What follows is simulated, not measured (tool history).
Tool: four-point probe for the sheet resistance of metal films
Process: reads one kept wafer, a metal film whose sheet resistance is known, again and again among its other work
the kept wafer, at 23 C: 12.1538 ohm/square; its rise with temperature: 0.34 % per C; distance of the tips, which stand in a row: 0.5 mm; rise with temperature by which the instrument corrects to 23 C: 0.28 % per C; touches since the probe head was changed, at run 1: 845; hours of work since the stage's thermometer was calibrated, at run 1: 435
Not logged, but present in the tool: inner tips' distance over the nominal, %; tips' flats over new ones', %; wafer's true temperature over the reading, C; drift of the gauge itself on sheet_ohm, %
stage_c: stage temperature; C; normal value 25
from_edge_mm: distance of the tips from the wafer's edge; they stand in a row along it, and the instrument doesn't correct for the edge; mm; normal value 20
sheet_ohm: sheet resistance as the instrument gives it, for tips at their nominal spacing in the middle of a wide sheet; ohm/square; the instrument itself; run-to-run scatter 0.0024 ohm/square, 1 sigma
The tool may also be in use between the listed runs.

run	hour	stage_c	from_edge_mm	touches since the probe head was changed	hours of work since the stage's thermometer was calibrated	sheet_ohm
1	0	25	20	845	435	12.177658
2	30.5	25	20	1599	453	12.174828
3	46	25	20	1983	462	12.170924
4	76.1	25	20	2728	479	12.172863
5	91.9	25	20	3116	488	12.173799
6	119.6	25	20	3802	504	12.169406
7	151	25	20	4578	522	12.174225
8	169.9	25	20	5045	532	12.175399
9	185.8	25	20	5438	541	12.171586
10	200	25	4	5791	550	12.273292
11	230.8	25	4	6552	567	12.268161
12	247.7	25	20	6969	577	12.17073
13	262.2	25	20	7329	585	12.170365
14	293.6	25	20	8103	603	12.17833
15	321	25	20	8781	619	12.174059
16	350.5	25	20	9512	636	12.171699
17	370.7	34	54	10010	647	12.225713
18	386.7	27	3	10406	656	12.361013
19	415.8	28	22	11127	673	12.186526
20	446.3	28	22	11880	690	12.193414
21	463.4	25	7	12304	700	12.204276
22	480.1	25	7	12717	710	12.200821
23	494.5	28	40	13071	718	12.188011

Consider 3 possible next runs. They are alternatives, not a sequence: every one starts from the tool as it was left by run 23. What does each give?
A	514.6	19	3	13570	729	?
B	514.6	26	12	13570	729	?
C	514.6	21	53	13570	729	?

run	sheet_ohm
A	12.307395
B	12.183762
C	12.140995
Without the tool's hidden state the same runs would have given:
run	sheet_ohm
A	12.306084
B	12.182465
C	12.139701

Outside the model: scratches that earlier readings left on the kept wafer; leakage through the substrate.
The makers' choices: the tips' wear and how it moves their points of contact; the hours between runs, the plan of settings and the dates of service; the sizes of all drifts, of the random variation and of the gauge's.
